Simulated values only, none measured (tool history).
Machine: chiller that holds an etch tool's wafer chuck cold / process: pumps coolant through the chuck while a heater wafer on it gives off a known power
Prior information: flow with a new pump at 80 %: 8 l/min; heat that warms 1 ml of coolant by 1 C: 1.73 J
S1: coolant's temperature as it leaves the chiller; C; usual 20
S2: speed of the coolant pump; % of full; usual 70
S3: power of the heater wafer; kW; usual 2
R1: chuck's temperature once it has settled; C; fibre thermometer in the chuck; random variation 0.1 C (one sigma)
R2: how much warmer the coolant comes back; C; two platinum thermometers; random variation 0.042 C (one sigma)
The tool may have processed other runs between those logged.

run,hour,S1,S2,S3,R1,R2
1,0,20,70,2,42.8,10.5
2,138.6,20,70,2,42.9,10.55
# hour 207.1: coolant changed, channels flushed
3,249.8,20,70,2,40.4,10.42
4,317.3,20,70,2,40.8,10.54
5,391.2,20,70,2,40.6,10.49
6,474.6,20,70,2,40.6,10.52
7,607.3,20,70,1.959,40.2,10.25
8,679.4,20,70,1.018,30.8,5.34
9,834.1,15,70,2,36,10.63
10,992.1,15,70,2,35.9,10.58
# hour 1128.2: chiller's thermometer calibrated
11,1156.9,15,70,2,35.8,10.63
12,1251.9,15,70,2,35.9,10.62
13,1389.4,15,70,2,35.8,10.62
14,1509.2,20,70,2,40.9,10.76
15,1589.3,29,70,1.917,49.1,10.29
16,1749.5,10,76,2,29.4,9.9
17,1818.4,10,76,2,29.6,9.89
18,1950.7,20,78,2,39.1,9.64
19,2085.3,20,78,2,39.3,9.61
20,2226.5,15,75,1.47,30,7.4
21,2301,18,70,1.813,37.4,9.85
22,2370.2,16,70,2,37.5,10.81
23,2455.4,16,99,2,31.6,7.58
24,2600.1,29,77,2.089,49.6,10.29
25,2711.6,29,77,2.089,49.8,10.33
26,2794.5,29,77,2.089,49.7,10.33
27,2900.9,29,77,2.089,49.8,10.36

Alternative continuations, all from the tool just after run 27; predict every row:
A,2973.6,29,77,1.141,?,?
B,2973.6,29,78,2.089,?,?
C,2973.6,22,78,2,?,?

run,R1,R2
A,40.6,5.65
B,49.8,10.28
C,41.8,9.75
Stripped of hidden state, with their random variation kept, the same runs would have yielded:
run,R1,R2
A,39.1,5.14
B,47.2,9.36
C,39.3,8.88

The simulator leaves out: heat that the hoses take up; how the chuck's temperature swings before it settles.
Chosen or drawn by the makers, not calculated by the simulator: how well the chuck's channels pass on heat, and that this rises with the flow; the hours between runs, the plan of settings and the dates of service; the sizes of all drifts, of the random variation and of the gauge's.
